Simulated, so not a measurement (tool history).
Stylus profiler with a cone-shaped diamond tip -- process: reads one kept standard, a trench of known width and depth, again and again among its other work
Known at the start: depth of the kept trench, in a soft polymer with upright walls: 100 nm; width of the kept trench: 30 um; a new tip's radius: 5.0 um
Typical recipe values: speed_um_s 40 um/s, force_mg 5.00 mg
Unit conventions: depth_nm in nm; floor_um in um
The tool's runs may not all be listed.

run   hour  speed_um_s  force_mg  depth_nm  floor_um
  1    0.0          40      5.00    102.02     27.84
  2    7.4          40      5.00    102.04     27.90
  3   18.6          40      5.00    102.03     27.90
  4   28.9          40      5.00    102.04     27.84
  5   44.5          40      5.00    102.01     27.87
  6   57.9          40      5.00    102.05     27.86
  7   68.2          40      3.68    101.63     27.84
  8   81.6          40      5.00    102.05     27.83
  9   93.7          53      5.00    102.05     27.82
 10  102.6          40      5.00    102.04     27.82
 11  112.5          40      5.00    102.09     27.80
 12  125.1          40      5.00    102.03     27.78
 13  132.6          40      5.00    102.07     27.74
 14  149.4          66      5.00    102.11     27.70
 15  165.1          66      5.00    102.03     27.74
 16  182.2          66      5.00    102.12     27.68
 17  195.3          66      5.00    102.09     27.67
 18  210.8          66      5.00    102.08     27.63
 19  219.1          66      5.00    102.10     27.65
 20  233.1          66      5.00    102.09     27.63
 21  243.4          66      5.00    102.09     27.62
 22  250.7          27      5.00    102.17     27.66
 23  259.3          27      5.00    102.12     27.66
 24  276.5          40      5.00    102.10     27.69
 25  292.7          40      5.00    102.05     27.65
 26  305.0          92      4.81    102.00     27.56
 27  313.2         104      5.69    102.22     27.51
 28  330.7          14      3.71    101.78     27.63
 29  344.2          11      2.10    101.24     27.60

For run 30, what comes out?
 30  357.9          91     10.71         ?         ?

depth_nm: 103.41 nm
floor_um: 27.58 um
Were there no unlogged condition in the tool, this run, its random variation unchanged, would have produced depth_nm 103.28 nm, floor_um 27.94 um.
